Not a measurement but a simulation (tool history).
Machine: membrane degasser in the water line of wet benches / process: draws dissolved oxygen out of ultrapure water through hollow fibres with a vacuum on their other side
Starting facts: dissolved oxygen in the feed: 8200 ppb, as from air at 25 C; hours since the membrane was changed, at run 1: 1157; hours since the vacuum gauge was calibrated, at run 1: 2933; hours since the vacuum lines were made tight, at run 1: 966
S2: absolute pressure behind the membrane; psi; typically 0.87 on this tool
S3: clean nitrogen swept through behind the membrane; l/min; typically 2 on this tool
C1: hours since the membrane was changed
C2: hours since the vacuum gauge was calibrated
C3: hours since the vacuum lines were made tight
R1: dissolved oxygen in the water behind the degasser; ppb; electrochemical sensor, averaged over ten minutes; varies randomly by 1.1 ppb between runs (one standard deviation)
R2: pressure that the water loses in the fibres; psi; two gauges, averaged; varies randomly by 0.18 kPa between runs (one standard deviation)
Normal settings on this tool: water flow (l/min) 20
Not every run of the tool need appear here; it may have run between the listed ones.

{"run": 1, "hour": 0.0, "water flow (l/min)": 20, "S2": 0.87, "S3": 2, "C1": 1157, "C2": 2933, "C3": 966, "R1": 110.7, "R2": 4.76}
{"run": 2, "hour": 58.3, "water flow (l/min)": 20, "S2": 0.87, "S3": 2, "C1": 1215, "C2": 2992, "C3": 1024, "R1": 110.1, "R2": 4.73}
{"run": 3, "hour": 138.0, "water flow (l/min)": 20, "S2": 0.87, "S3": 2, "C1": 1295, "C2": 3071, "C3": 1104, "R1": 110.1, "R2": 4.746}
{"run": 4, "hour": 207.6, "water flow (l/min)": 20, "S2": 0.87, "S3": 2, "C1": 1364, "C2": 3141, "C3": 1174, "R1": 110.7, "R2": 4.751}
{"run": 5, "hour": 273.7, "water flow (l/min)": 20, "S2": 0.87, "S3": 2, "C1": 1430, "C2": 3207, "C3": 1240, "R1": 110.7, "R2": 4.767}
{"run": 6, "hour": 352.2, "water flow (l/min)": 20, "S2": 0.87, "S3": 1.31, "C1": 1509, "C2": 3286, "C3": 1318, "R1": 144, "R2": 4.769}
{"run": 7, "hour": 460.4, "water flow (l/min)": 20, "S2": 0.87, "S3": 2, "C1": 1617, "C2": 3394, "C3": 1426, "R1": 111.1, "R2": 4.804}
{"run": 8, "hour": 541.0, "water flow (l/min)": 20, "S2": 0.87, "S3": 4.5, "C1": 1698, "C2": 3474, "C3": 1507, "R1": 76.4, "R2": 4.788}
{"run": 9, "hour": 625.5, "water flow (l/min)": 16, "S2": 0.87, "S3": 4.5, "C1": 1782, "C2": 3559, "C3": 1591, "R1": 50.3, "R2": 3.867}
{"run": 10, "hour": 680.8, "water flow (l/min)": 29, "S2": 0.782, "S3": 2.72, "C1": 1837, "C2": 3614, "C3": 1647, "R1": 159.2, "R2": 6.969}
{"run": 11, "hour": 732.1, "water flow (l/min)": 30, "S2": 1.3, "S3": 1.76, "C1": 1889, "C2": 3665, "C3": 1698, "R1": 328, "R2": 7.192}
{"hour": 739.4, "done": "vacuum gauge calibrated"}
{"run": 12, "hour": 809.0, "water flow (l/min)": 30, "S2": 1.3, "S3": 1.76, "C1": 1965, "C2": 70, "C3": 1774, "R1": 329.6, "R2": 7.245}
{"run": 13, "hour": 920.0, "water flow (l/min)": 13, "S2": 1.273, "S3": 5.22, "C1": 2076, "C2": 181, "C3": 1885, "R1": 49.5, "R2": 3.147}
{"run": 14, "hour": 1010.1, "water flow (l/min)": 13, "S2": 1.273, "S3": 5.22, "C1": 2166, "C2": 271, "C3": 1976, "R1": 50.3, "R2": 3.157}
{"run": 15, "hour": 1063.6, "water flow (l/min)": 13, "S2": 1.273, "S3": 5.22, "C1": 2220, "C2": 324, "C3": 2029, "R1": 48.5, "R2": 3.104}
{"hour": 1104.9, "done": "vacuum gauge calibrated, once more"}
{"run": 16, "hour": 1126.8, "water flow (l/min)": 13, "S2": 0.848, "S3": 5.22, "C1": 2282, "C2": 22, "C3": 2092, "R1": 30.7, "R2": 3.146}
{"run": 17, "hour": 1224.6, "water flow (l/min)": 24, "S2": 1.675, "S3": 1.62, "C1": 2380, "C2": 120, "C3": 2190, "R1": 342.3, "R2": 5.86}
{"run": 18, "hour": 1305.7, "water flow (l/min)": 19, "S2": 0.643, "S3": 1.52, "C1": 2461, "C2": 201, "C3": 2271, "R1": 76.2, "R2": 4.576}

Predict each of these 5 candidate next runs independently; none follows another, all start after run 18:
{"run": "A", "hour": 1412.4, "water flow (l/min)": 21, "S2": 0.788, "S3": 1.52, "C1": 2568, "C2": 308, "C3": 2377, "R1": "?", "R2": "?"}
{"run": "B", "hour": 1412.4, "water flow (l/min)": 13, "S2": 0.74, "S3": 1.58, "C1": 2568, "C2": 308, "C3": 2377, "R1": "?", "R2": "?"}
{"run": "C", "hour": 1412.4, "water flow (l/min)": 22, "S2": 0.78, "S3": 1.23, "C1": 2568, "C2": 308, "C3": 2377, "R1": "?", "R2": "?"}
{"run": "D", "hour": 1412.4, "water flow (l/min)": 23, "S2": 1.304, "S3": 4.95, "C1": 2568, "C2": 308, "C3": 2377, "R1": "?", "R2": "?"}
{"run": "E", "hour": 1412.4, "water flow (l/min)": 19, "S2": 0.87, "S3": 2, "C1": 2568, "C2": 308, "C3": 2377, "R1": "?", "R2": "?"}

run=A R1=122 R2=5.115
run=B R1=52.7 R2=3.171
run=C R1=145.3 R2=5.363
run=D R1=127.2 R2=5.594
run=E R1=104.3 R2=4.588
Had the tool no hidden state, the same runs would have come out as:
run=A R1=112.8 R2=4.937
run=B R1=49.2 R2=3.059
run=C R1=135.2 R2=5.176
run=D R1=116.8 R2=5.397
run=E R1=96.6 R2=4.425

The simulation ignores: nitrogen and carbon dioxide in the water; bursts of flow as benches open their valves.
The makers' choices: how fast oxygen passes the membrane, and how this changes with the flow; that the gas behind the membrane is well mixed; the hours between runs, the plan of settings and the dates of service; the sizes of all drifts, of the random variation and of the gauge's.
